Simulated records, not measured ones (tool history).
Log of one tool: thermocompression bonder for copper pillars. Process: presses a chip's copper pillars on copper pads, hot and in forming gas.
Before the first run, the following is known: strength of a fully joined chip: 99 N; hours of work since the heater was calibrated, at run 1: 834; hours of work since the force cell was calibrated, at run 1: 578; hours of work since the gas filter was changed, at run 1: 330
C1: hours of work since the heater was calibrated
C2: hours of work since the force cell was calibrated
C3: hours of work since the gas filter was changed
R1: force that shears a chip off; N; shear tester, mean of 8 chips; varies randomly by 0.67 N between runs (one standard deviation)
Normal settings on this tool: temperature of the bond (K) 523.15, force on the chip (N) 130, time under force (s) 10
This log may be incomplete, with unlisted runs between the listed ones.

{"run": 1, "day": 0.0, "temperature of the bond (K)": 523.15, "force on the chip (N)": 130, "time under force (s)": 10, "C1": 834, "C2": 578, "C3": 330, "R1": 36.6}
{"run": 2, "day": 0.8, "temperature of the bond (K)": 523.15, "force on the chip (N)": 130, "time under force (s)": 10, "C1": 843, "C2": 587, "C3": 339, "R1": 36.2}
{"run": 3, "day": 1.788, "temperature of the bond (K)": 523.15, "force on the chip (N)": 130, "time under force (s)": 10, "C1": 853, "C2": 597, "C3": 350, "R1": 36.4}
{"run": 4, "day": 3.483, "temperature of the bond (K)": 523.15, "force on the chip (N)": 130, "time under force (s)": 18, "C1": 872, "C2": 616, "C3": 368, "R1": 44.9}
{"day": 3.85, "done": "forming gas filter changed"}
{"run": 5, "day": 5.004, "temperature of the bond (K)": 526.15, "force on the chip (N)": 130, "time under force (s)": 10, "C1": 888, "C2": 632, "C3": 13, "R1": 40.0}
{"run": 6, "day": 5.975, "temperature of the bond (K)": 523.15, "force on the chip (N)": 148, "time under force (s)": 10, "C1": 899, "C2": 643, "C3": 23, "R1": 42.2}
{"run": 7, "day": 7.108, "temperature of the bond (K)": 523.15, "force on the chip (N)": 130, "time under force (s)": 10, "C1": 911, "C2": 655, "C3": 35, "R1": 39.6}
{"run": 8, "day": 8.596, "temperature of the bond (K)": 523.15, "force on the chip (N)": 130, "time under force (s)": 10, "C1": 927, "C2": 671, "C3": 52, "R1": 38.4}
{"run": 9, "day": 9.729, "temperature of the bond (K)": 523.15, "force on the chip (N)": 130, "time under force (s)": 10, "C1": 939, "C2": 684, "C3": 64, "R1": 37.4}
{"run": 10, "day": 11.171, "temperature of the bond (K)": 523.15, "force on the chip (N)": 130, "time under force (s)": 6, "C1": 955, "C2": 699, "C3": 80, "R1": 31.1}
{"run": 11, "day": 12.746, "temperature of the bond (K)": 523.15, "force on the chip (N)": 130, "time under force (s)": 6, "C1": 972, "C2": 716, "C3": 97, "R1": 31.4}
{"run": 12, "day": 14.496, "temperature of the bond (K)": 523.15, "force on the chip (N)": 130, "time under force (s)": 6, "C1": 991, "C2": 735, "C3": 116, "R1": 31.3}
{"run": 13, "day": 15.512, "temperature of the bond (K)": 523.15, "force on the chip (N)": 85, "time under force (s)": 10, "C1": 1002, "C2": 746, "C3": 127, "R1": 26.8}
{"run": 14, "day": 16.862, "temperature of the bond (K)": 523.15, "force on the chip (N)": 85, "time under force (s)": 10, "C1": 1017, "C2": 761, "C3": 141, "R1": 26.0}
{"run": 15, "day": 17.933, "temperature of the bond (K)": 523.15, "force on the chip (N)": 85, "time under force (s)": 10, "C1": 1029, "C2": 773, "C3": 153, "R1": 26.8}
{"run": 16, "day": 19.254, "temperature of the bond (K)": 523.15, "force on the chip (N)": 130, "time under force (s)": 10, "C1": 1043, "C2": 787, "C3": 167, "R1": 37.2}
{"run": 17, "day": 20.788, "temperature of the bond (K)": 523.15, "force on the chip (N)": 130, "time under force (s)": 10, "C1": 1060, "C2": 804, "C3": 184, "R1": 37.0}
{"run": 18, "day": 21.862, "temperature of the bond (K)": 523.15, "force on the chip (N)": 130, "time under force (s)": 10, "C1": 1071, "C2": 815, "C3": 196, "R1": 37.4}
{"run": 19, "day": 22.646, "temperature of the bond (K)": 523.15, "force on the chip (N)": 130, "time under force (s)": 21, "C1": 1080, "C2": 824, "C3": 204, "R1": 49.1}
{"run": 20, "day": 24.242, "temperature of the bond (K)": 523.15, "force on the chip (N)": 130, "time under force (s)": 21, "C1": 1097, "C2": 841, "C3": 222, "R1": 48.2}
{"run": 21, "day": 25.858, "temperature of the bond (K)": 494.15, "force on the chip (N)": 101, "time under force (s)": 19, "C1": 1115, "C2": 859, "C3": 239, "R1": 24.5}
{"run": 22, "day": 27.212, "temperature of the bond (K)": 505.15, "force on the chip (N)": 189, "time under force (s)": 8, "C1": 1129, "C2": 873, "C3": 254, "R1": 35.7}
{"run": 23, "day": 28.388, "temperature of the bond (K)": 543.15, "force on the chip (N)": 129, "time under force (s)": 22, "C1": 1142, "C2": 886, "C3": 267, "R1": 60.3}
{"run": 24, "day": 29.942, "temperature of the bond (K)": 499.15, "force on the chip (N)": 187, "time under force (s)": 9, "C1": 1159, "C2": 903, "C3": 283, "R1": 33.6}
{"run": 25, "day": 30.821, "temperature of the bond (K)": 541.15, "force on the chip (N)": 130, "time under force (s)": 22, "C1": 1169, "C2": 913, "C3": 293, "R1": 59.1}
{"run": 26, "day": 32.221, "temperature of the bond (K)": 519.15, "force on the chip (N)": 130, "time under force (s)": 25, "C1": 1184, "C2": 928, "C3": 308, "R1": 46.9}
{"day": 32.396, "done": "heater calibrated with a thermocouple chip"}
{"run": 27, "day": 33.796, "temperature of the bond (K)": 551.15, "force on the chip (N)": 120, "time under force (s)": 12, "C1": 15, "C2": 944, "C3": 324, "R1": 47.5}
{"run": 28, "day": 34.825, "temperature of the bond (K)": 551.15, "force on the chip (N)": 120, "time under force (s)": 12, "C1": 26, "C2": 955, "C3": 336, "R1": 48.1}
{"run": 29, "day": 35.758, "temperature of the bond (K)": 548.15, "force on the chip (N)": 169, "time under force (s)": 29, "C1": 37, "C2": 965, "C3": 346, "R1": 73.8}
{"run": 30, "day": 36.708, "temperature of the bond (K)": 536.15, "force on the chip (N)": 99, "time under force (s)": 9, "C1": 47, "C2": 976, "C3": 356, "R1": 30.0}
{"run": 31, "day": 37.629, "temperature of the bond (K)": 511.15, "force on the chip (N)": 139, "time under force (s)": 9, "C1": 57, "C2": 986, "C3": 366, "R1": 27.6}
{"day": 38.158, "done": "forming gas filter changed"}
{"run": 32, "day": 38.529, "temperature of the bond (K)": 548.15, "force on the chip (N)": 148, "time under force (s)": 30, "C1": 66, "C2": 995, "C3": 4, "R1": 70.9}
{"run": 33, "day": 39.433, "temperature of the bond (K)": 493.15, "force on the chip (N)": 102, "time under force (s)": 10, "C1": 76, "C2": 1005, "C3": 14, "R1": 17.8}
{"run": 34, "day": 40.942, "temperature of the bond (K)": 493.15, "force on the chip (N)": 102, "time under force (s)": 10, "C1": 93, "C2": 1021, "C3": 30, "R1": 16.8}
{"day": 41.479, "done": "heater calibrated with a thermocouple chip, once more"}
{"run": 35, "day": 41.85, "temperature of the bond (K)": 493.15, "force on the chip (N)": 102, "time under force (s)": 10, "C1": 4, "C2": 1030, "C3": 39, "R1": 20.5}
{"run": 36, "day": 43.492, "temperature of the bond (K)": 493.15, "force on the chip (N)": 102, "time under force (s)": 10, "C1": 22, "C2": 1048, "C3": 57, "R1": 21.1}
{"run": 37, "day": 44.921, "temperature of the bond (K)": 523.15, "force on the chip (N)": 84, "time under force (s)": 30, "C1": 37, "C2": 1064, "C3": 73, "R1": 45.3}
{"run": 38, "day": 45.867, "temperature of the bond (K)": 501.15, "force on the chip (N)": 96, "time under force (s)": 30, "C1": 48, "C2": 1074, "C3": 83, "R1": 36.2}
{"run": 39, "day": 47.588, "temperature of the bond (K)": 507.15, "force on the chip (N)": 96, "time under force (s)": 8, "C1": 66, "C2": 1093, "C3": 102, "R1": 22.8}
{"run": 40, "day": 48.946, "temperature of the bond (K)": 523.15, "force on the chip (N)": 158, "time under force (s)": 16, "C1": 81, "C2": 1107, "C3": 116, "R1": 56.4}

4 options for the next run, each taken on its own from the tool as it stands now. Forecast them:
{"run": "A", "day": 50.154, "temperature of the bond (K)": 531.15, "force on the chip (N)": 192, "time under force (s)": 5, "C1": 94, "C2": 1121, "C3": 129, "R1": "?"}
{"run": "B", "day": 50.154, "temperature of the bond (K)": 519.15, "force on the chip (N)": 91, "time under force (s)": 8, "C1": 94, "C2": 1121, "C3": 129, "R1": "?"}
{"run": "C", "day": 50.154, "temperature of the bond (K)": 495.15, "force on the chip (N)": 158, "time under force (s)": 9, "C1": 94, "C2": 1121, "C3": 129, "R1": "?"}
{"run": "D", "day": 50.154, "temperature of the bond (K)": 523.15, "force on the chip (N)": 96, "time under force (s)": 16, "C1": 94, "C2": 1121, "C3": 129, "R1": "?"}

run=A R1=47.2
run=B R1=26.5
run=C R1=31.1
run=D R1=38.1
Stripped of hidden state, with their random variation kept, the same runs would have yielded:
run=A R1=50.4
run=B R1=28.6
run=C R1=33.5
run=D R1=40.9
